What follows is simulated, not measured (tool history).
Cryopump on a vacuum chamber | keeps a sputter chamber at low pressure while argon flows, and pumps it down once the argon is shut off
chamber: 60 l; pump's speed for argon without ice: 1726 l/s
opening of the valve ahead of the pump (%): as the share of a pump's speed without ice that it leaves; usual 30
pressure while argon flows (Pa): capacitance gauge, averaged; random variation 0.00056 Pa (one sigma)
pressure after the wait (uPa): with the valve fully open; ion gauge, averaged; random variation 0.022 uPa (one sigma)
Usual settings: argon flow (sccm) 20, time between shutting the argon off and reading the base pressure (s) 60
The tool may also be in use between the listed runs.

run,hour,argon flow (sccm),time between shutting the argon off and reading the base pressure (s),opening of the valve ahead of the pump (%),pressure while argon flows (Pa),pressure after the wait (uPa)
1,0.0,20,60,30,0.0698,1.07
2,42.9,20,60,30,0.0700,1.02
3,66.2,20,60,30,0.0714,1.05
# hour 81.5: pump warmed up, emptied and cooled again
4,115.8,20,60,30,0.0662,0.91
5,143.7,20,60,30,0.0651,0.93
6,164.3,20,60,30,0.0661,0.93
7,186.1,20,60,30,0.0666,0.97
8,216.6,29,60,30,0.0957,1.00
9,261.6,20,98,35,0.0571,0.81
10,294.3,20,86,25,0.0790,0.83
11,321.2,20,130,30,0.0661,0.73
12,358.7,16,268,45,0.0353,0.60
13,388.4,16,268,45,0.0356,0.64
14,410.0,16,268,45,0.0353,0.65

The same runs without the tool's hidden state, with the same run-to-run variation:
The hidden state here: pump's speed, % of a pump's without ice; cold plate's temperature, K; leak into the chamber, uPa l/s; drift of the gauge itself on working_pa, %; drift of the gauge itself on base_upa, %.
run,pressure while argon flows (Pa),pressure after the wait (uPa)
1,0.0647,0.62
2,0.0647,0.57
3,0.0660,0.59
4,0.0660,0.59
5,0.0648,0.60
6,0.0657,0.60
7,0.0662,0.62
8,0.0949,0.65
9,0.0564,0.45
10,0.0783,0.46
11,0.0653,0.37
12,0.0346,0.23
13,0.0348,0.26
14,0.0345,0.26
